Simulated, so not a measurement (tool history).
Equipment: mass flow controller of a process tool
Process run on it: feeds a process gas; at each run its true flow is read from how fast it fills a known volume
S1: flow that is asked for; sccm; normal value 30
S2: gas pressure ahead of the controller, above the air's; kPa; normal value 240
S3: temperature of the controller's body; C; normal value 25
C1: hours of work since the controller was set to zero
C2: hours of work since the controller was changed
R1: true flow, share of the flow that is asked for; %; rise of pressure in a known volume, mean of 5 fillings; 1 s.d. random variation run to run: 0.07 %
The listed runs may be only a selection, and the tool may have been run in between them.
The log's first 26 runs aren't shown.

| run | hour | S1 | S2 | S3 | C1 | C2 | R1 |
|---|---|---|---|---|---|---|---|
| 27 | 1821.7 | 30 | 179 | 32 | 2814 | 2814 | 100.19 |
| 28 | 1864.5 | 30 | 171 | 25 | 2846 | 2846 | 100.91 |
| 29 | 1916.4 | 44 | 266 | 22 | 2885 | 2885 | 101.07 |
| 30 | 1966.0 | 11 | 163 | 33 | 2922 | 2922 | 101.90 |
| 31 | 2048.7 | 11 | 163 | 33 | 2984 | 2984 | 102.02 |
| 32 | 2101.0 | 11 | 163 | 33 | 3023 | 3023 | 102.14 |
| 33 | 2150.9 | 11 | 163 | 33 | 3060 | 3060 | 101.97 |
| 34 | 2235.5 | 8 | 163 | 23 | 3123 | 3123 | 104.63 |
| 35 | 2295.8 | 31 | 240 | 21 | 3169 | 3169 | 101.28 |
| 36 | 2364.7 | 8 | 181 | 25 | 3220 | 3220 | 104.46 |
| 37 | 2440.9 | 46 | 201 | 27 | 3277 | 3277 | 101.21 |
| 38 | 2486.8 | 46 | 201 | 27 | 3311 | 3311 | 101.15 |
| 39 | 2583.0 | 22 | 218 | 25 | 3383 | 3383 | 101.42 |
| 40 | 2649.2 | 30 | 199 | 39 | 3433 | 3433 | 99.97 |
| 41 | 2719.0 | 42 | 240 | 33 | 3485 | 3485 | 100.41 |
| 42 | 2764.5 | 42 | 240 | 33 | 3519 | 3519 | 100.59 |
| 43 | 2854.7 | 42 | 240 | 33 | 3587 | 3587 | 100.48 |
| 44 | 2945.8 | 9 | 150 | 25 | 3655 | 3655 | 104.71 |
| 45 | 3012.3 | 9 | 248 | 38 | 3704 | 3704 | 103.53 |
| 46 | 3080.4 | 18 | 240 | 35 | 3755 | 3755 | 100.99 |
| 47 | 3138.4 | 23 | 262 | 26 | 3799 | 3799 | 101.45 |
| 48 | 3204.6 | 23 | 262 | 26 | 3848 | 3848 | 101.47 |

What if the next run were any one of these 5? Each begins from the tool's condition after run 48:
| A | 3285.8 | 5 | 192 | 21 | 3909 | 3909 | ? |
| B | 3285.8 | 6 | 205 | 31 | 3909 | 3909 | ? |
| C | 3285.8 | 30 | 216 | 25 | 3909 | 3909 | ? |
| D | 3285.8 | 12 | 158 | 29 | 3909 | 3909 | ? |
| E | 3285.8 | 23 | 271 | 25 | 3909 | 3909 | ? |

| run | R1 |
|---|---|
| A | 110.67 |
| B | 107.95 |
| C | 101.60 |
| D | 103.45 |
| E | 101.48 |
Had the tool no hidden state, the same runs would have come out as:
| run | R1 |
|---|---|
| A | 98.13 |
| B | 97.39 |
| C | 99.03 |
| D | 97.89 |
| E | 98.31 |
